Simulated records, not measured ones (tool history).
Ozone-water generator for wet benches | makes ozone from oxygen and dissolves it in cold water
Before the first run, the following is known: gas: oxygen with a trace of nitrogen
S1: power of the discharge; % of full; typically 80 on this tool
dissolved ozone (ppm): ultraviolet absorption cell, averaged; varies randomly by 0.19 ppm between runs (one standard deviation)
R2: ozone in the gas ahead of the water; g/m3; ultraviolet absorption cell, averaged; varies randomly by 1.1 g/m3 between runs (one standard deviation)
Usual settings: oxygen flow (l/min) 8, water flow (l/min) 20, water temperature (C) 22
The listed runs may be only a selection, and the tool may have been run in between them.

Run 1, hour 0: usual settings. Result: dissolved ozone (ppm) 27.7, R2 198.5 g/m3.
Run 2, hour 180.2: usual settings. Result: dissolved ozone (ppm) 27.8, R2 197.6 g/m3.
Run 3, hour 333.4: usual settings. Result: dissolved ozone (ppm) 27.5, R2 200.5 g/m3.
Run 4, hour 542.9: usual settings but water temperature (C) 16. Result: dissolved ozone (ppm) 31, R2 199.2 g/m3.
Run 5, hour 767.1: usual settings. Result: dissolved ozone (ppm) 27.7, R2 200.7 g/m3.
At hour 811.4: water thermometer calibrated.
Run 6, hour 916.7: usual settings. Result: dissolved ozone (ppm) 27.5, R2 199.6 g/m3.
Run 7, hour 1076.3: usual settings but oxygen flow (l/min) 5.67. Result: dissolved ozone (ppm) 26.9, R2 226 g/m3.
Run 8, hour 1195.6: usual settings but oxygen flow (l/min) 5.67. Result: dissolved ozone (ppm) 26.6, R2 226.3 g/m3.
Run 9, hour 1366.3: usual settings but oxygen flow (l/min) 12.09. Result: dissolved ozone (ppm) 28.2, R2 175.5 g/m3.
Run 10, hour 1569.1: usual settings but S1 83 % of full, oxygen flow (l/min) 12.09. Result: dissolved ozone (ppm) 28.2, R2 178.8 g/m3.
Run 11, hour 1702.8: usual settings but water temperature (C) 19. Result: dissolved ozone (ppm) 29, R2 200.6 g/m3.
Run 12, hour 1858.5: usual settings but water temperature (C) 19. Result: dissolved ozone (ppm) 28.9, R2 201.2 g/m3.
Run 13, hour 2008.4: usual settings but water temperature (C) 25. Result: dissolved ozone (ppm) 26.2, R2 203.5 g/m3.
Run 14, hour 2213.2: usual settings but water temperature (C) 25. Result: dissolved ozone (ppm) 26, R2 202.3 g/m3.
Run 15, hour 2358: usual settings but water flow (l/min) 26, water temperature (C) 25. Result: dissolved ozone (ppm) 22.9, R2 201.5 g/m3.
Run 16, hour 2480.8: usual settings but water flow (l/min) 26, water temperature (C) 25. Result: dissolved ozone (ppm) 22.4, R2 203.6 g/m3.
Run 17, hour 2578.8: usual settings but water flow (l/min) 26, water temperature (C) 25. Result: dissolved ozone (ppm) 22.8, R2 202.4 g/m3.
Run 18, hour 2783: usual settings but water flow (l/min) 26, water temperature (C) 25. Result: dissolved ozone (ppm) 23.1, R2 201.1 g/m3.
Run 19, hour 2945.7: usual settings but water flow (l/min) 26, water temperature (C) 26. Result: dissolved ozone (ppm) 21.8, R2 202 g/m3.
Run 20, hour 3081.6: usual settings but water flow (l/min) 15, water temperature (C) 28. Result: dissolved ozone (ppm) 28.1, R2 201.3 g/m3.
Run 21, hour 3185: usual settings but S1 74 % of full, water flow (l/min) 15, water temperature (C) 20. Result: dissolved ozone (ppm) 31.9, R2 195.1 g/m3.
Run 22, hour 3361.4: usual settings but S1 74 % of full, water flow (l/min) 15, water temperature (C) 20. Result: dissolved ozone (ppm) 32.1, R2 194.1 g/m3.
Run 23, hour 3541.3: usual settings but S1 87 % of full, water flow (l/min) 13, water temperature (C) 20. Result: dissolved ozone (ppm) 37, R2 212.6 g/m3.
Run 24, hour 3741.7: usual settings but S1 87 % of full, water flow (l/min) 13, water temperature (C) 20. Result: dissolved ozone (ppm) 37.1, R2 214.3 g/m3.
Run 25, hour 3833: usual settings but S1 87 % of full, water flow (l/min) 13, water temperature (C) 20. Result: dissolved ozone (ppm) 37.1, R2 212.2 g/m3.
Run 26, hour 4043.6: usual settings but S1 89 % of full, oxygen flow (l/min) 8.32. Result: dissolved ozone (ppm) 29.4, R2 211.6 g/m3.
Run 27, hour 4262.4: usual settings but S1 89 % of full, oxygen flow (l/min) 6.64. Result: dissolved ozone (ppm) 28.6, R2 231.3 g/m3.
At hour 4293.4: gauge calibrated.
Run 28, hour 4438.1: usual settings but S1 89 % of full, oxygen flow (l/min) 6.64. Result: dissolved ozone (ppm) 28.9, R2 223.4 g/m3.
Run 29, hour 4621.5: usual settings but S1 90 % of full, oxygen flow (l/min) 7.29, water flow (l/min) 27, water temperature (C) 29. Result: dissolved ozone (ppm) 21.6, R2 218.1 g/m3.
Run 30, hour 4738.5: usual settings but S1 90 % of full, oxygen flow (l/min) 7.29, water flow (l/min) 27, water temperature (C) 21. Result: dissolved ozone (ppm) 24.6, R2 218.2 g/m3.
Run 31, hour 4900.9: usual settings but S1 90 % of full, oxygen flow (l/min) 11.38, water flow (l/min) 15, water temperature (C) 21. Result: dissolved ozone (ppm) 34.3, R2 189.5 g/m3.
At hour 4973.5: contactor cleaned.
Run 32, hour 5036: usual settings but S1 90 % of full, oxygen flow (l/min) 11.38, water flow (l/min) 15, water temperature (C) 21. Result: dissolved ozone (ppm) 33.9, R2 188.3 g/m3.

Hidden state or all else? Some run-to-run changes of R2, split into what the settings, what came in and random variation would give without the hidden state, and what is left for the hidden state (with any gauge scatter that isn't in both results):
The hidden state here: yield of the discharge, % of new electrodes'; contactor's efficiency, % of a clean one's; true water temperature over the reading, C; drift of the gauge itself on ozone_ppm, %; drift of the gauge itself on gas_g_m3, %.
Run 6 -> 7: oxygen flow (l/min) 8 -> 5.67. R2 +26.4 g/m3: hidden state +0.4, all else +26.
Run 8 -> 9: oxygen flow (l/min) 5.67 -> 12.09. R2 -50.8 g/m3: hidden state -0.2, all else -50.6.
Run 22 -> 23: S1 74 -> 87, water flow (l/min) 15 -> 13. R2 +18.5 g/m3: hidden state +0.6, all else +17.9.
Run 26 -> 27: oxygen flow (l/min) 8.32 -> 6.64. R2 +19.7 g/m3: hidden state +0.9, all else +18.8.
Run 27 -> 28: gauge calibrated. R2 -7.9 g/m3: hidden state -6.5, all else -1.4.
Run 30 -> 31: oxygen flow (l/min) 7.29 -> 11.38, water flow (l/min) 27 -> 15. R2 -28.7 g/m3: hidden state +0.3, all else -29.
